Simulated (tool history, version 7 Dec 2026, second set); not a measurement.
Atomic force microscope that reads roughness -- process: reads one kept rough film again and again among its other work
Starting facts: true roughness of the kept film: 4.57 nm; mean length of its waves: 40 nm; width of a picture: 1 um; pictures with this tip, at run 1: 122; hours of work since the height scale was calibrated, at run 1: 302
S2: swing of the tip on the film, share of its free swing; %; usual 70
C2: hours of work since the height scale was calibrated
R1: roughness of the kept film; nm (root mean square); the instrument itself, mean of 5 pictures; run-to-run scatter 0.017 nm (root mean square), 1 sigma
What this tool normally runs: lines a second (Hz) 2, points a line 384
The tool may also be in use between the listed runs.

run 1 hour=0 | lines_a_second_(Hz)=2 S2=70 points_a_line=384 | pictures_with_this_tip=122 C2=302 | R1=4.016
run 2 hour=25.6 | lines_a_second_(Hz)=2.11 S2=70 points_a_line=384 | pictures_with_this_tip=166 C2=317 | R1=4.039
run 3 hour=44.4 | lines_a_second_(Hz)=2.11 S2=70 points_a_line=384 | pictures_with_this_tip=199 C2=327 | R1=4.039
run 4 hour=67.5 | lines_a_second_(Hz)=2.11 S2=70 points_a_line=384 | pictures_with_this_tip=238 C2=341 | R1=4.006
run 5 hour=84.7 | lines_a_second_(Hz)=2 S2=61 points_a_line=384 | pictures_with_this_tip=268 C2=350 | R1=4.141
run 6 hour=112.1 | lines_a_second_(Hz)=2 S2=70 points_a_line=384 | pictures_with_this_tip=315 C2=366 | R1=4.031
run 7 hour=142.2 | lines_a_second_(Hz)=3.15 S2=70 points_a_line=384 | pictures_with_this_tip=367 C2=383 | R1=3.916
-- hour=148.7 new tip fitted
run 8 hour=165.6 | lines_a_second_(Hz)=3.15 S2=70 points_a_line=384 | pictures_with_this_tip=29 C2=396 | R1=3.873
run 9 hour=187.9 | lines_a_second_(Hz)=2 S2=70 points_a_line=384 | pictures_with_this_tip=67 C2=408 | R1=4.042
run 10 hour=206.2 | lines_a_second_(Hz)=2 S2=70 points_a_line=380 | pictures_with_this_tip=98 C2=419 | R1=4.046
run 11 hour=236.5 | lines_a_second_(Hz)=2 S2=70 points_a_line=380 | pictures_with_this_tip=150 C2=436 | R1=4.055
run 12 hour=259.6 | lines_a_second_(Hz)=2 S2=70 points_a_line=380 | pictures_with_this_tip=190 C2=449 | R1=4.035
run 13 hour=283 | lines_a_second_(Hz)=0.85 S2=65 points_a_line=510 | pictures_with_this_tip=230 C2=462 | R1=4.23
run 14 hour=307.3 | lines_a_second_(Hz)=0.85 S2=65 points_a_line=510 | pictures_with_this_tip=272 C2=476 | R1=4.211
run 15 hour=326.5 | lines_a_second_(Hz)=0.85 S2=74 points_a_line=510 | pictures_with_this_tip=305 C2=487 | R1=4.138
run 16 hour=345.2 | lines_a_second_(Hz)=0.85 S2=74 points_a_line=510 | pictures_with_this_tip=337 C2=498 | R1=4.163
run 17 hour=364.6 | lines_a_second_(Hz)=2 S2=73 points_a_line=750 | pictures_with_this_tip=370 C2=509 | R1=4.022
-- hour=367.7 new tip fitted
run 18 hour=387.4 | lines_a_second_(Hz)=1.11 S2=70 points_a_line=384 | pictures_with_this_tip=34 C2=521 | R1=4.158
run 19 hour=413.6 | lines_a_second_(Hz)=0.94 S2=86 points_a_line=445 | pictures_with_this_tip=78 C2=536 | R1=4.062
run 20 hour=429.8 | lines_a_second_(Hz)=0.92 S2=87 points_a_line=274 | pictures_with_this_tip=106 C2=545 | R1=3.979
run 21 hour=443.4 | lines_a_second_(Hz)=0.92 S2=87 points_a_line=274 | pictures_with_this_tip=130 C2=553 | R1=4.023
run 22 hour=464.2 | lines_a_second_(Hz)=0.92 S2=87 points_a_line=304 | pictures_with_this_tip=165 C2=565 | R1=4.027

4 ways to go on from here, each from the tool as it stands after run 22. What would each give?
run A hour=479.4 | lines_a_second_(Hz)=3.18 S2=62 points_a_line=982 | pictures_with_this_tip=191 C2=573 | R1=?
run B hour=479.4 | lines_a_second_(Hz)=2 S2=71 points_a_line=720 | pictures_with_this_tip=191 C2=573 | R1=?
run C hour=479.4 | lines_a_second_(Hz)=1.04 S2=76 points_a_line=384 | pictures_with_this_tip=191 C2=573 | R1=?
run D hour=479.4 | lines_a_second_(Hz)=3.42 S2=65 points_a_line=855 | pictures_with_this_tip=191 C2=573 | R1=?

run=A R1=4.043
run=B R1=4.026
run=C R1=4.103
run=D R1=3.981
Without the tool's unlogged condition, the same runs would have read:
run=A R1=4.051
run=B R1=4.034
run=C R1=4.111
run=D R1=3.989
